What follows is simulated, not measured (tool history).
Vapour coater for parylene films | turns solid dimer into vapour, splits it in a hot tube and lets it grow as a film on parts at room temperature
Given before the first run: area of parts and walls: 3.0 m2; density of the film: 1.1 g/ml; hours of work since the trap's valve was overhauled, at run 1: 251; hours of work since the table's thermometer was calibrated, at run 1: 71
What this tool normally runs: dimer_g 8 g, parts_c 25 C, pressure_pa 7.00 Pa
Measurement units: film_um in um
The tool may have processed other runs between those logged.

| run | day | dimer_g | parts_c | pressure_pa | hours of work since the trap's valve was overhauled | hours of work since the table's thermometer was calibrated | film_um |
|---|---|---|---|---|---|---|---|
| 1 | 0.000 | 8 | 25 | 7.00 | 251 | 71 | 1.167 |
|  | 0.517 | trap's valve overhauled |
| 2 | 1.150 | 8 | 25 | 11.58 | 8 | 83 | 1.182 |
| 3 | 1.854 | 8 | 18 | 11.58 | 17 | 92 | 1.528 |
| 4 | 2.575 | 8 | 25 | 4.54 | 26 | 101 | 1.353 |
| 5 | 3.346 | 8 | 25 | 3.30 | 36 | 111 | 1.417 |
| 6 | 4.017 | 8 | 25 | 7.00 | 44 | 119 | 1.263 |
| 7 | 4.788 | 8 | 25 | 7.00 | 54 | 129 | 1.258 |
| 8 | 5.421 | 8 | 25 | 7.00 | 62 | 137 | 1.242 |
| 9 | 6.404 | 8 | 25 | 7.00 | 74 | 150 | 1.252 |
| 10 | 6.942 | 8 | 25 | 7.00 | 81 | 156 | 1.243 |
| 11 | 7.508 | 8 | 25 | 7.00 | 88 | 164 | 1.248 |
| 12 | 8.192 | 8 | 22 | 7.00 | 97 | 172 | 1.387 |
| 13 | 8.817 | 8 | 22 | 7.00 | 105 | 180 | 1.390 |
| 14 | 9.633 | 8 | 21 | 7.00 | 115 | 190 | 1.432 |
| 15 | 10.079 | 8 | 21 | 7.00 | 121 | 196 | 1.430 |
| 16 | 10.821 | 8 | 25 | 7.00 | 130 | 205 | 1.228 |
| 17 | 11.517 | 8 | 25 | 7.00 | 139 | 214 | 1.217 |
| 18 | 12.488 | 8 | 25 | 7.00 | 151 | 227 | 1.212 |
| 19 | 13.379 | 8 | 25 | 7.00 | 163 | 238 | 1.224 |
| 20 | 14.038 | 8 | 25 | 7.00 | 171 | 246 | 1.210 |
| 21 | 14.492 | 8 | 25 | 7.00 | 177 | 252 | 1.213 |
| 22 | 14.971 | 8 | 19 | 9.13 | 183 | 258 | 1.449 |
| 23 | 15.725 | 6 | 22 | 7.45 | 192 | 267 | 1.001 |
| 24 | 16.712 | 3 | 25 | 4.00 | 205 | 280 | 0.493 |
| 25 | 17.642 | 13 | 17 | 4.69 | 217 | 292 | 2.787 |
| 26 | 18.350 | 3 | 33 | 4.40 | 226 | 301 | 0.360 |
| 27 | 18.812 | 3 | 33 | 4.40 | 231 | 307 | 0.352 |
| 28 | 19.508 | 8 | 34 | 4.41 | 240 | 315 | 0.904 |
| 29 | 20.217 | 8 | 34 | 4.41 | 249 | 324 | 0.910 |
|  | 20.888 | trap's valve overhauled |
| 30 | 21.208 | 5 | 25 | 2.53 | 4 | 335 | 0.934 |
| 31 | 21.617 | 5 | 25 | 2.53 | 9 | 340 | 0.928 |
| 32 | 22.358 | 7 | 25 | 4.15 | 19 | 349 | 1.206 |
| 33 | 22.883 | 7 | 25 | 4.15 | 25 | 356 | 1.206 |
| 34 | 23.596 | 7 | 25 | 4.15 | 34 | 365 | 1.191 |
| 35 | 24.329 | 8 | 36 | 7.00 | 44 | 374 | 0.838 |
| 36 | 25.308 | 6 | 19 | 7.00 | 56 | 387 | 1.189 |
| 37 | 25.779 | 13 | 23 | 4.96 | 62 | 393 | 2.329 |
| 38 | 26.554 | 8 | 23 | 12.00 | 72 | 402 | 1.250 |
| 39 | 27.221 | 8 | 24 | 3.58 | 80 | 411 | 1.436 |
| 40 | 27.658 | 8 | 24 | 3.58 | 86 | 416 | 1.438 |
| 41 | 28.500 | 8 | 24 | 3.58 | 96 | 427 | 1.433 |

Predict each of these 5 candidate next runs independently; none follows another, all start after run 41:
| A | 29.167 | 7 | 19 | 7.66 | 105 | 435 | ? |
| B | 29.167 | 13 | 21 | 4.59 | 105 | 435 | ? |
| C | 29.167 | 4 | 19 | 4.14 | 105 | 435 | ? |
| D | 29.167 | 3 | 17 | 6.52 | 105 | 435 | ? |
| E | 29.167 | 4 | 29 | 9.45 | 105 | 435 | ? |

| run | film_um |
|---|---|
| A | 1.345 |
| B | 2.506 |
| C | 0.842 |
| D | 0.637 |
| E | 0.514 |
Had the tool no hidden state, the same runs would have come out as:
| run | film_um |
|---|---|
| A | 1.384 |
| B | 2.577 |
| C | 0.866 |
| D | 0.656 |
| E | 0.528 |
